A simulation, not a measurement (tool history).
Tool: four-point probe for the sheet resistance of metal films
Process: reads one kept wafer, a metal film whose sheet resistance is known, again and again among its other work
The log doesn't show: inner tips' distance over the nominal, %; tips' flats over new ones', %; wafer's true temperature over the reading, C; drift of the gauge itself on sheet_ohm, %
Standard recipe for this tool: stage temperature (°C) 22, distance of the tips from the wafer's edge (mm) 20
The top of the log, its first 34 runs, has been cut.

| run | hour | stage temperature (°C) | distance of the tips from the wafer's edge (mm) | touches since the probe head was changed | hours of work since the stage's thermometer was calibrated | sheet resistance as the instrument gives it (ohm/square) |
|---|---|---|---|---|---|---|
| 35 | 858.8 | 21 | 4 | 25767 | 1993 | 2.035435 |
| 36 | 889.0 | 30 | 12 | 26524 | 2010 | 1.956889 |
| 37 | 910.0 | 30 | 12 | 27052 | 2021 | 1.957511 |
| 38 | 935.7 | 33 | 12 | 27696 | 2036 | 1.951134 |
| 39 | 958.9 | 33 | 12 | 28278 | 2049 | 1.950438 |
| 40 | 993.4 | 23 | 11 | 29145 | 2068 | 1.974185 |
| 41 | 1026.6 | 20 | 25 | 29979 | 2087 | 1.975126 |
| 42 | 1061.0 | 20 | 25 | 30840 | 2106 | 1.974089 |
| 43 | 1088.7 | 20 | 25 | 31537 | 2121 | 1.974853 |
| 44 | 1112.5 | 20 | 25 | 32132 | 2135 | 1.975860 |

Branching from run 44: 3 alternative next runs. What would each branch give?
| A | 1144.1 | 25 | 25 | 32926 | 2152 | ? |
| B | 1144.1 | 21 | 20 | 32926 | 2152 | ? |
| C | 1144.1 | 34 | 11 | 32926 | 2152 | ? |

| run | sheet resistance as the instrument gives it (ohm/square) |
|---|---|
| A | 1.963379 |
| B | 1.974036 |
| C | 1.950015 |
Take away the tool's hidden state, keep each run's random variation, and the runs would have read:
| run | sheet resistance as the instrument gives it (ohm/square) |
|---|---|
| A | 1.963442 |
| B | 1.974099 |
| C | 1.950077 |
